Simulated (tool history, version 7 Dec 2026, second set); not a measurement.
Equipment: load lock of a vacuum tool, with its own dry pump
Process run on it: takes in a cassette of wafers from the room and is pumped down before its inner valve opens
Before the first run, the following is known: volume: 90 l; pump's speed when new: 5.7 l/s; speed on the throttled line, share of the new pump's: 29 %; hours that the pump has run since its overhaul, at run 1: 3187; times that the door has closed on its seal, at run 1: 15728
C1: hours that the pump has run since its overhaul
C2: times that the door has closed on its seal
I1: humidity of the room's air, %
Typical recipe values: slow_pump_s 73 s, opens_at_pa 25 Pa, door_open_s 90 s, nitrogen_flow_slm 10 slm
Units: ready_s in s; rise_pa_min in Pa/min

run 1 hour=0 | slow_pump_s=73 opens_at_pa=25 door_open_s=90 nitrogen_flow_slm=10 | C1=3187 C2=15728 | I1=44.2 | ready_s=188.9 rise_pa_min=0.071
run 2 hour=147.6 | slow_pump_s=73 opens_at_pa=25 door_open_s=90 nitrogen_flow_slm=10 | C1=3335 C2=16012 | I1=46 | ready_s=191.8 rise_pa_min=0.073
run 3 hour=380.2 | slow_pump_s=73 opens_at_pa=25 door_open_s=90 nitrogen_flow_slm=10 | C1=3567 C2=16459 | I1=47.6 | ready_s=190.7 rise_pa_min=0.079
run 4 hour=514.2 | slow_pump_s=73 opens_at_pa=25 door_open_s=90 nitrogen_flow_slm=10 | C1=3701 C2=16717 | I1=47.8 | ready_s=193.7 rise_pa_min=0.079
run 5 hour=739.1 | slow_pump_s=73 opens_at_pa=25 door_open_s=90 nitrogen_flow_slm=10 | C1=3926 C2=17150 | I1=42.8 | ready_s=191.4 rise_pa_min=0.071
run 6 hour=963.1 | slow_pump_s=73 opens_at_pa=25 door_open_s=90 nitrogen_flow_slm=10 | C1=4150 C2=17581 | I1=44 | ready_s=195.6 rise_pa_min=0.078
run 7 hour=1246.4 | slow_pump_s=73 opens_at_pa=25 door_open_s=90 nitrogen_flow_slm=10 | C1=4434 C2=18126 | I1=43.2 | ready_s=195 rise_pa_min=0.077
run 8 hour=1525 | slow_pump_s=73 opens_at_pa=25 door_open_s=90 nitrogen_flow_slm=10 | C1=4712 C2=18662 | I1=46 | ready_s=195.9 rise_pa_min=0.084
run 9 hour=1775.3 | slow_pump_s=73 opens_at_pa=25 door_open_s=90 nitrogen_flow_slm=10 | C1=4963 C2=19144 | I1=44.9 | ready_s=196.4 rise_pa_min=0.087
run 10 hour=1897.6 | slow_pump_s=73 opens_at_pa=25 door_open_s=90 nitrogen_flow_slm=10 | C1=5085 C2=19379 | I1=46.8 | ready_s=196.5 rise_pa_min=0.085
run 11 hour=2105.8 | slow_pump_s=73 opens_at_pa=25 door_open_s=90 nitrogen_flow_slm=14 | C1=5293 C2=19780 | I1=44.2 | ready_s=195.6 rise_pa_min=0.076
run 12 hour=2365.5 | slow_pump_s=73 opens_at_pa=25 door_open_s=90 nitrogen_flow_slm=6 | C1=5553 C2=20280 | I1=44.6 | ready_s=195.4 rise_pa_min=0.098
run 13 hour=2512.9 | slow_pump_s=73 opens_at_pa=25 door_open_s=90 nitrogen_flow_slm=10 | C1=5700 C2=20564 | I1=45.2 | ready_s=195.6 rise_pa_min=0.097
run 14 hour=2776.1 | slow_pump_s=73 opens_at_pa=25 door_open_s=90 nitrogen_flow_slm=10 | C1=5963 C2=21070 | I1=45.3 | ready_s=195.7 rise_pa_min=0.089
run 15 hour=3060.6 | slow_pump_s=73 opens_at_pa=25 door_open_s=56 nitrogen_flow_slm=10 | C1=6248 C2=21618 | I1=43.2 | ready_s=198 rise_pa_min=0.088
run 16 hour=3263.5 | slow_pump_s=73 opens_at_pa=25 door_open_s=56 nitrogen_flow_slm=10 | C1=6451 C2=22008 | I1=46.6 | ready_s=200.6 rise_pa_min=0.095
run 17 hour=3488.2 | slow_pump_s=73 opens_at_pa=25 door_open_s=56 nitrogen_flow_slm=10 | C1=6675 C2=22441 | I1=41.4 | ready_s=200.6 rise_pa_min=0.086
run 18 hour=3653.5 | slow_pump_s=73 opens_at_pa=25 door_open_s=56 nitrogen_flow_slm=10 | C1=6841 C2=22759 | I1=46.3 | ready_s=203.9 rise_pa_min=0.089
run 19 hour=3831.8 | slow_pump_s=73 opens_at_pa=25 door_open_s=56 nitrogen_flow_slm=10 | C1=7019 C2=23102 | I1=47.8 | ready_s=203.8 rise_pa_min=0.093
run 20 hour=4088.7 | slow_pump_s=73 opens_at_pa=23 door_open_s=101 nitrogen_flow_slm=10 | C1=7276 C2=23596 | I1=45 | ready_s=204.2 rise_pa_min=0.107
run 21 hour=4323.2 | slow_pump_s=73 opens_at_pa=23 door_open_s=101 nitrogen_flow_slm=10 | C1=7510 C2=24047 | I1=43.7 | ready_s=203.6 rise_pa_min=0.106
run 22 hour=4549.8 | slow_pump_s=73 opens_at_pa=28 door_open_s=101 nitrogen_flow_slm=22 | C1=7737 C2=24483 | I1=44.6 | ready_s=202.3 rise_pa_min=0.092
run 23 hour=4794.3 | slow_pump_s=73 opens_at_pa=28 door_open_s=101 nitrogen_flow_slm=22 | C1=7982 C2=24954 | I1=45.2 | ready_s=200.5 rise_pa_min=0.097
run 24 hour=5066.9 | slow_pump_s=73 opens_at_pa=28 door_open_s=101 nitrogen_flow_slm=22 | C1=8254 C2=25479 | I1=46.8 | ready_s=205 rise_pa_min=0.105
run 25 hour=5294.6 | slow_pump_s=73 opens_at_pa=28 door_open_s=101 nitrogen_flow_slm=22 | C1=8482 C2=25917 | I1=46.8 | ready_s=205 rise_pa_min=0.106
run 26 hour=5521.3 | slow_pump_s=145 opens_at_pa=25 door_open_s=98 nitrogen_flow_slm=10 | C1=8709 C2=26353 | I1=43.6 | ready_s=253.2 rise_pa_min=0.119
run 27 hour=5755 | slow_pump_s=39 opens_at_pa=26 door_open_s=105 nitrogen_flow_slm=17 | C1=8942 C2=26803 | I1=48.1 | ready_s=186.1 rise_pa_min=0.117
run 28 hour=5911.9 | slow_pump_s=129 opens_at_pa=35 door_open_s=34 nitrogen_flow_slm=10 | C1=9099 C2=27105 | I1=46.8 | ready_s=239.5 rise_pa_min=0.108
run 29 hour=6147.2 | slow_pump_s=129 opens_at_pa=35 door_open_s=34 nitrogen_flow_slm=10 | C1=9334 C2=27558 | I1=47.7 | ready_s=238.7 rise_pa_min=0.104
run 30 hour=6284.1 | slow_pump_s=129 opens_at_pa=35 door_open_s=34 nitrogen_flow_slm=10 | C1=9471 C2=27821 | I1=47.3 | ready_s=238.6 rise_pa_min=0.113
run 31 hour=6575.4 | slow_pump_s=129 opens_at_pa=35 door_open_s=34 nitrogen_flow_slm=10 | C1=9763 C2=28382 | I1=45.2 | ready_s=239.1 rise_pa_min=0.117
run 32 hour=6762.7 | slow_pump_s=43 opens_at_pa=18 door_open_s=28 nitrogen_flow_slm=5 | C1=9950 C2=28742 | I1=43.4 | ready_s=198.6 rise_pa_min=0.118
run 33 hour=6998.3 | slow_pump_s=36 opens_at_pa=31 door_open_s=203 nitrogen_flow_slm=35 | C1=10186 C2=29195 | I1=46.7 | ready_s=183.7 rise_pa_min=0.122
run 34 hour=7144.6 | slow_pump_s=52 opens_at_pa=25 door_open_s=28 nitrogen_flow_slm=19 | C1=10332 C2=29477 | I1=45.7 | ready_s=199.1 rise_pa_min=0.111
run 35 hour=7440.1 | slow_pump_s=52 opens_at_pa=25 door_open_s=28 nitrogen_flow_slm=19 | C1=10627 C2=30046 | I1=44 | ready_s=201 rise_pa_min=0.111
run 36 hour=7583.1 | slow_pump_s=41 opens_at_pa=22 door_open_s=35 nitrogen_flow_slm=9 | C1=10770 C2=30321 | I1=43.5 | ready_s=196.8 rise_pa_min=0.122
run 37 hour=7809.7 | slow_pump_s=108 opens_at_pa=26 door_open_s=236 nitrogen_flow_slm=7 | C1=10997 C2=30757 | I1=48.9 | ready_s=234.5 rise_pa_min=0.18

Below are 3 alternative next runs, each starting from the tool's condition after run 37. Predict each:
run A hour=8097.5 | slow_pump_s=49 opens_at_pa=38 door_open_s=236 nitrogen_flow_slm=7 | C1=11285 C2=31311 | I1=45.9 | ready_s=? rise_pa_min=?
run B hour=8097.5 | slow_pump_s=108 opens_at_pa=26 door_open_s=159 nitrogen_flow_slm=7 | C1=11285 C2=31311 | I1=43.1 | ready_s=? rise_pa_min=?
run C hour=8097.5 | slow_pump_s=108 opens_at_pa=26 door_open_s=125 nitrogen_flow_slm=12 | C1=11285 C2=31311 | I1=43.7 | ready_s=? rise_pa_min=?

run=A ready_s=190.7 rise_pa_min=0.176
run=B ready_s=238 rise_pa_min=0.159
run=C ready_s=238.1 rise_pa_min=0.144
Without the tool's hidden state the same runs would have given:
run=A ready_s=158.3 rise_pa_min=0.07
run=B ready_s=208.4 rise_pa_min=0.051
run=C ready_s=208.6 rise_pa_min=0.037
